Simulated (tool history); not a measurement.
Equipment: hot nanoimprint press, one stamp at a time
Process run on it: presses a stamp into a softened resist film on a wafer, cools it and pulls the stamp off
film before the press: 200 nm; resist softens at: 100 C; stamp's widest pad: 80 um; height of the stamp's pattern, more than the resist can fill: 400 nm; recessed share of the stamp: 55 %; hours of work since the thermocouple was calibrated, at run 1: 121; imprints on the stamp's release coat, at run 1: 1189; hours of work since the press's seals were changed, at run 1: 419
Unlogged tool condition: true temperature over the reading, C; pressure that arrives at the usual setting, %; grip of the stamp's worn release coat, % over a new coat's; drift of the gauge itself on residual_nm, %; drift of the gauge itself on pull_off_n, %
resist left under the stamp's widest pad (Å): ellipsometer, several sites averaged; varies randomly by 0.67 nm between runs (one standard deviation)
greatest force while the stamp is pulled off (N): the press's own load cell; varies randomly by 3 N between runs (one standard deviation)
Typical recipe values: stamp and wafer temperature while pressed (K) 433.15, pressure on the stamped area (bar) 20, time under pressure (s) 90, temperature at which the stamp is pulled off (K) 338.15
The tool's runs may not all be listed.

run    hour  stamp and wafer temperature while pressed (K)  pressure on the stamped area (bar)  time under pressure (s)  temperature at which the stamp is pulled off (K)  hours of work since the thermocouple was calibrated  imprints on the stamp's release coat  hours of work since the press's seals were changed  resist left under the stamp's widest pad (Å)  greatest force while the stamp is pulled off (N)
  1       0                                         433.15                                  20                       90                                            338.15                                                  121                                  1189                                                 419                                           832                                               162
  2    28.7                                         433.15                                23.4                       90                                            338.15                                                  143                                  1263                                                 441                                           755                                               161
  3      86                                         433.15                                23.4                       90                                            338.15                                                  186                                  1412                                                 484                                           749                                               173
  4   112.1                                         433.15                                23.4                       90                                            332.15                                                  206                                  1480                                                 504                                           747                                               185
      147.4  -- stamp cleaned and given a new release coat
  5   176.8                                         433.15                                  20                       90                                            329.15                                                  250                                    76                                                 548                                           821                                               165
  6     221                                         433.15                                24.9                       90                                            338.15                                                  283                                   191                                                 581                                           713                                               145
      248.5  -- plate thermocouple calibrated
  7   268.3                                         433.15                                  20                       90                                            338.15                                                   15                                   306                                                 615                                           852                                               149
  8   303.7                                         433.15                                  20                       90                                            338.15                                                   42                                   398                                                 641                                           853                                               146
  9   330.4                                         433.15                                  20                       90                                            338.15                                                   62                                   468                                                 662                                           854                                               150
      356.2  -- press's hydraulic seals changed and the load cell set to zero
 10   367.6                                         433.15                                  20                       90                                            338.15                                                   84                                   544                                                   9                                           828                                               150
 11     413                                         433.15                                  20                       90                                            338.15                                                  118                                   662                                                  43                                           820                                               152
 12   471.7                                         433.15                                  20                       90                                            338.15                                                  162                                   815                                                  87                                           798                                               155
 13   499.1                                         433.15                                  20                       90                                            338.15                                                  183                                   886                                                 108                                           800                                               155
 14   536.4                                         433.15                                  20                       90                                            338.15                                                  211                                   983                                                 136                                           802                                               159
 15   600.3                                         433.15                                  20                       90                                            338.15                                                  259                                  1149                                                 184                                           772                                               160
 16   630.4                                         441.15                                29.1                       75                                            343.15                                                  282                                  1227                                                 207                                           420                                               153
      658.3  -- plate thermocouple calibrated
 17     683                                         441.15                                29.1                      157                                            343.15                                                   19                                  1356                                                 244                                           348                                               158
 18   710.7                                         440.15                                25.6                      175                                            339.15                                                   40                                  1428                                                 265                                           383                                               171
 19   755.3                                         440.15                                25.6                      175                                            339.15                                                   73                                  1544                                                 298                                           386                                               169
        767  -- stamp cleaned and given a new release coat
 20   823.6                                         440.15                                25.6                      175                                            339.15                                                  120                                   147                                                 345                                           387                                               147
 21   886.4                                         431.15                                  20                       90                                            343.15                                                  167                                   310                                                 393                                           929                                               132
 22   946.5                                         431.15                                  30                       90                                            343.15                                                  213                                   466                                                 438                                           737                                               136
 23   998.2                                         437.15                                17.3                       90                                            334.15                                                  252                                   601                                                 477                                           702                                               168
 24  1058.9                                         437.15                                17.3                       90                                            334.15                                                  297                                   758                                                 523                                           701                                               172
     1066.4  -- plate thermocouple calibrated
 25  1095.3                                         439.15                                  20                      141                                            338.15                                                   22                                   845                                                 548                                           500                                               159
 26  1129.2                                         439.15                                  20                      141                                            338.15                                                   47                                   933                                                 573                                           515                                               163
 27  1165.7                                         431.15                                  21                       71                                            338.15                                                   75                                  1028                                                 601                                           988                                               160
 28  1223.7                                         428.15                                  21                       71                                            338.15                                                  118                                  1179                                                 645                                          1155                                               162
     1273.1  -- press's hydraulic seals changed and the load cell set to zero
 29  1286.6                                         428.15                                15.1                       71                                            338.15                                                  160                                  1322                                                  10                                          1311                                               170

Pick out some run-to-run changes in resist left under the stamp's widest pad (Å). Of each, how much would a tool without hidden state show as well, from the settings, what came in and chance, and how much is left for the hidden state and any gauge scatter not in both results compared?
Run 6 -> 7: pressure on the stamped area (bar) 24.9 -> 20, plate thermocouple calibrated. resist left under the stamp's widest pad (Å) +139: hidden state +39, all else +100.
Run 16 -> 17: time under pressure (s) 75 -> 157, plate thermocouple calibrated. resist left under the stamp's widest pad (Å) -72: hidden state +34, all else -106.
Run 20 -> 21: stamp and wafer temperature while pressed (K) 440.15 -> 431.15, pressure on the stamped area (bar) 25.6 -> 20, time under pressure (s) 175 -> 90, temperature at which the stamp is pulled off (K) 339.15 -> 343.15. resist left under the stamp's widest pad (Å) +542: hidden state -11, all else +553.
Run 26 -> 27: stamp and wafer temperature while pressed (K) 439.15 -> 431.15, pressure on the stamped area (bar) 20 -> 21, time under pressure (s) 141 -> 71. resist left under the stamp's widest pad (Å) +473: hidden state -7, all else +480.
